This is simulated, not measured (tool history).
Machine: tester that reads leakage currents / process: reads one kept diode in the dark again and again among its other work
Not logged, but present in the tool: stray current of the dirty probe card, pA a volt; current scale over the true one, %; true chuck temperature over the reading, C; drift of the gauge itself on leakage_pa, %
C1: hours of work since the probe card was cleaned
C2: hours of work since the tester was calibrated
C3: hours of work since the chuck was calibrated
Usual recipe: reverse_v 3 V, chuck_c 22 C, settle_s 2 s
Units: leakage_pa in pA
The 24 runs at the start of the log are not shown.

{"hour": 4134.7, "done": "chuck's temperature calibrated"}
{"run": 25, "hour": 4203.2, "reverse_v": 1.8, "chuck_c": 21, "settle_s": 1.78, "C1": 1056, "C2": 3095, "C3": 52, "leakage_pa": 64.09}
{"run": 26, "hour": 4415.3, "reverse_v": 9.44, "chuck_c": 21, "settle_s": 1.78, "C1": 1218, "C2": 3257, "C3": 214, "leakage_pa": 137.52}
{"run": 27, "hour": 4644.0, "reverse_v": 9.44, "chuck_c": 21, "settle_s": 1.78, "C1": 1393, "C2": 3431, "C3": 389, "leakage_pa": 134.59}
{"run": 28, "hour": 4789.3, "reverse_v": 9.44, "chuck_c": 21, "settle_s": 6.93, "C1": 1504, "C2": 3542, "C3": 500, "leakage_pa": 131.93}
{"run": 29, "hour": 5028.9, "reverse_v": 6.99, "chuck_c": 21, "settle_s": 0.54, "C1": 1687, "C2": 3725, "C3": 683, "leakage_pa": 115.92}
{"hour": 5086.5, "done": "chuck's temperature calibrated"}
{"run": 30, "hour": 5172.0, "reverse_v": 3, "chuck_c": 59, "settle_s": 2, "C1": 1795, "C2": 3833, "C3": 65, "leakage_pa": 1641.36}
{"run": 31, "hour": 5353.6, "reverse_v": 3, "chuck_c": 59, "settle_s": 2, "C1": 1933, "C2": 3972, "C3": 204, "leakage_pa": 1616.42}
{"run": 32, "hour": 5605.4, "reverse_v": 3, "chuck_c": 22, "settle_s": 5.46, "C1": 2126, "C2": 4164, "C3": 396, "leakage_pa": 88.24}
{"run": 33, "hour": 5744.4, "reverse_v": 3, "chuck_c": 22, "settle_s": 5.46, "C1": 2232, "C2": 4271, "C3": 503, "leakage_pa": 87.48}
{"run": 34, "hour": 6000.7, "reverse_v": 3, "chuck_c": 22, "settle_s": 5.46, "C1": 2428, "C2": 4466, "C3": 698, "leakage_pa": 85.18}
{"hour": 6027.4, "done": "chuck's temperature calibrated"}
{"hour": 6108.9, "done": "tester calibrated"}
{"run": 35, "hour": 6140.4, "reverse_v": 7.08, "chuck_c": 27, "settle_s": 0.57, "C1": 2531, "C2": 24, "C3": 85, "leakage_pa": 211.46}
{"run": 36, "hour": 6286.1, "reverse_v": 7.08, "chuck_c": 27, "settle_s": 0.57, "C1": 2643, "C2": 135, "C3": 196, "leakage_pa": 208.37}
{"run": 37, "hour": 6421.7, "reverse_v": 18.73, "chuck_c": 51, "settle_s": 2, "C1": 2746, "C2": 239, "C3": 300, "leakage_pa": 2002.23}
{"hour": 6492.4, "done": "probe card cleaned and baked"}
{"run": 38, "hour": 6553.4, "reverse_v": 18.73, "chuck_c": 51, "settle_s": 2, "C1": 47, "C2": 337, "C3": 398, "leakage_pa": 1922.31}

Consider 4 possible next runs. They are alternatives, not a sequence: every one starts from the tool as it was left by run 38. What does each give?
{"run": "A", "hour": 6665.3, "reverse_v": 18.73, "chuck_c": 32, "settle_s": 2, "C1": 132, "C2": 423, "C3": 484, "leakage_pa": "?"}
{"run": "B", "hour": 6665.3, "reverse_v": 15.93, "chuck_c": 51, "settle_s": 2, "C1": 132, "C2": 423, "C3": 484, "leakage_pa": "?"}
{"run": "C", "hour": 6665.3, "reverse_v": 6.65, "chuck_c": 52, "settle_s": 1.77, "C1": 132, "C2": 423, "C3": 484, "leakage_pa": "?"}
{"run": "D", "hour": 6665.3, "reverse_v": 8.9, "chuck_c": 22, "settle_s": 2, "C1": 132, "C2": 423, "C3": 484, "leakage_pa": "?"}

run=A leakage_pa=428.41
run=B leakage_pa=1767.75
run=C leakage_pa=1294.85
run=D leakage_pa=130.44
Without the tool's hidden state the same runs would have given:
run=A leakage_pa=464.12
run=B leakage_pa=1904.91
run=C leakage_pa=1395.34
run=D leakage_pa=141.69
